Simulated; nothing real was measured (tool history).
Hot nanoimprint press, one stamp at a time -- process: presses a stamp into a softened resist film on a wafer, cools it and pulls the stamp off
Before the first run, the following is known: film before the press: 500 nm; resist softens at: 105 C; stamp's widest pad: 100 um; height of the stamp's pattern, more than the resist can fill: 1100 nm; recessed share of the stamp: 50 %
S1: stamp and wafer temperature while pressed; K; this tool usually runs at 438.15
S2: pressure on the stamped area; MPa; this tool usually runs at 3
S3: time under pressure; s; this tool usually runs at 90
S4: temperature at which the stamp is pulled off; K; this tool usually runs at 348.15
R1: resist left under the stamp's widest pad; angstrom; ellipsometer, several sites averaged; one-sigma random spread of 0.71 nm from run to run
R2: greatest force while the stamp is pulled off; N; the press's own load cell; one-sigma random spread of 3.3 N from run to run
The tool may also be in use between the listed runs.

| run | day | S1 | S2 | S3 | S4 | R1 | R2 |
|---|---|---|---|---|---|---|---|
| 1 | 0 | 438.15 | 3 | 90 | 348.15 | 2195 | 250 |
| 2 | 0.779 | 438.15 | 3 | 102 | 348.15 | 2113 | 246 |
| 3 | 1.467 | 438.15 | 3 | 102 | 348.15 | 2119 | 254 |
| 4 | 2.379 | 438.15 | 3 | 102 | 337.15 | 2114 | 311 |
|  | 2.962 | stamp cleaned and given a new release coat |
| 5 | 3.317 | 448.15 | 3 | 90 | 348.15 | 1411 | 211 |
| 6 | 4.346 | 438.15 | 3 | 90 | 350.15 | 2207 | 208 |
| 7 | 5.212 | 438.15 | 3 | 90 | 350.15 | 2224 | 209 |
| 8 | 5.954 | 438.15 | 3 | 90 | 350.15 | 2246 | 206 |
|  | 6.154 | plate thermocouple calibrated |
| 9 | 6.617 | 438.15 | 3 | 90 | 350.15 | 2265 | 214 |
| 10 | 7.517 | 438.15 | 3 | 90 | 350.15 | 2245 | 222 |
| 11 | 8.25 | 438.15 | 3.96 | 90 | 338.15 | 1961 | 277 |
| 12 | 8.733 | 438.15 | 2.76 | 131 | 352.15 | 2070 | 215 |
|  | 9.05 | plate thermocouple calibrated, once more |
| 13 | 9.312 | 438.15 | 2.76 | 131 | 352.15 | 1988 | 209 |
| 14 | 10.054 | 435.15 | 2.56 | 100 | 352.15 | 2615 | 214 |
| 15 | 10.796 | 435.15 | 2.13 | 137 | 352.15 | 2566 | 214 |
| 16 | 11.708 | 435.15 | 2.13 | 137 | 352.15 | 2595 | 222 |
| 17 | 12.288 | 432.15 | 2.26 | 88 | 342.15 | 3235 | 277 |
| 18 | 13.208 | 449.15 | 3 | 90 | 351.15 | 1347 | 236 |
| 19 | 14.104 | 449.15 | 4.34 | 90 | 338.15 | 1102 | 309 |

Each run again, without the hidden state but with its own random variation kept:
Unlogged tool condition in this case: true temperature over the reading, C; pressure that arrives at the usual setting, %; grip of the stamp's worn release coat, % over a new coat's; drift of the gauge itself on residual_nm, %; drift of the gauge itself on pull_off_n, %.
| run | R1 | R2 |
|---|---|---|
| 1 | 2118 | 210 |
| 2 | 2034 | 204 |
| 3 | 2038 | 209 |
| 4 | 2028 | 252 |
| 5 | 1350 | 208 |
| 6 | 2111 | 201 |
| 7 | 2124 | 198 |
| 8 | 2142 | 193 |
| 9 | 2138 | 198 |
| 10 | 2115 | 201 |
| 11 | 1820 | 249 |
| 12 | 1947 | 191 |
| 13 | 1947 | 187 |
| 14 | 2569 | 189 |
| 15 | 2528 | 186 |
| 16 | 2553 | 191 |
| 17 | 3186 | 235 |
| 18 | 1301 | 197 |
| 19 | 1042 | 254 |
